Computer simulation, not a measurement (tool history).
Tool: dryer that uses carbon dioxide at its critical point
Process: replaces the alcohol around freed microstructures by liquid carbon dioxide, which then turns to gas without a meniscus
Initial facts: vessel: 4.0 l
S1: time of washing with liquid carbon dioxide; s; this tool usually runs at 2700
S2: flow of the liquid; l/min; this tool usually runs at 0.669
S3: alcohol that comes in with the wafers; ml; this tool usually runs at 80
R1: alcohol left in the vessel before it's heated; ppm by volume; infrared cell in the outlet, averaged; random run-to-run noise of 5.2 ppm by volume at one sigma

| run | hour | S1 | S2 | S3 | R1 |
|---|---|---|---|---|---|
| 1 | 0.0 | 2700 | 0.669 | 80 | 121 |
| 2 | 8.7 | 1800 | 0.669 | 80 | 601 |
| 3 | 18.1 | 2700 | 0.669 | 80 | 128 |
| 4 | 30.3 | 2700 | 0.669 | 80 | 120 |
| 5 | 39.4 | 2700 | 0.669 | 80 | 128 |
| 6 | 50.5 | 2700 | 0.669 | 80 | 128 |
| 7 | 60.0 | 2700 | 0.669 | 80 | 130 |
| 8 | 68.6 | 2700 | 0.669 | 80 | 142 |
| 9 | 79.0 | 2700 | 0.669 | 80 | 126 |
| 10 | 91.0 | 2700 | 0.669 | 80 | 138 |
| 11 | 99.2 | 2700 | 0.669 | 80 | 141 |
| 12 | 105.1 | 2700 | 0.669 | 80 | 142 |
| 13 | 117.9 | 2700 | 0.669 | 80 | 134 |
| 14 | 128.2 | 2700 | 0.669 | 80 | 139 |
| 15 | 140.1 | 2700 | 0.669 | 80 | 144 |
| 16 | 150.7 | 2700 | 0.669 | 80 | 159 |
| 17 | 159.7 | 2700 | 0.669 | 80 | 143 |
| 18 | 172.2 | 2700 | 0.669 | 29 | 74 |
| 19 | 182.2 | 2700 | 0.669 | 29 | 82 |
| 20 | 193.4 | 3000 | 0.428 | 80 | 492 |
| 21 | 204.4 | 3000 | 0.428 | 80 | 521 |
| 22 | 209.7 | 2700 | 0.570 | 43 | 167 |
| 23 | 218.0 | 2700 | 0.570 | 43 | 168 |
| 24 | 227.4 | 2700 | 0.570 | 43 | 170 |
| 25 | 238.6 | 2700 | 0.570 | 43 | 179 |
| 26 | 251.4 | 3420 | 1.109 | 43 | 44 |
| 27 | 258.1 | 1800 | 0.669 | 105 | 882 |
| 28 | 264.9 | 1800 | 0.669 | 105 | 896 |
| 29 | 277.3 | 2340 | 0.914 | 63 | 90 |
| 30 | 289.2 | 2340 | 0.607 | 70 | 360 |
| 31 | 298.8 | 2700 | 0.669 | 30 | 88 |
| 32 | 310.9 | 2220 | 0.669 | 28 | 153 |
| 33 | 322.7 | 2220 | 0.669 | 28 | 155 |
| 34 | 328.2 | 2220 | 0.669 | 28 | 159 |
| 35 | 338.7 | 2220 | 0.669 | 28 | 156 |

Predict each of these 5 candidate next runs independently; none follows another, all start after run 35:
| A | 345.4 | 2940 | 0.568 | 28 | ? |
| B | 345.4 | 1740 | 0.669 | 24 | ? |
| C | 345.4 | 2700 | 0.531 | 63 | ? |
| D | 345.4 | 2700 | 0.524 | 49 | ? |
| E | 345.4 | 2280 | 0.453 | 22 | ? |

| run | R1 |
|---|---|
| A | 116 |
| B | 279 |
| C | 321 |
| D | 288 |
| E | 340 |
Without the tool's hidden state the same runs would have given:
| run | R1 |
|---|---|
| A | 46 |
| B | 180 |
| C | 198 |
| D | 178 |
| E | 232 |
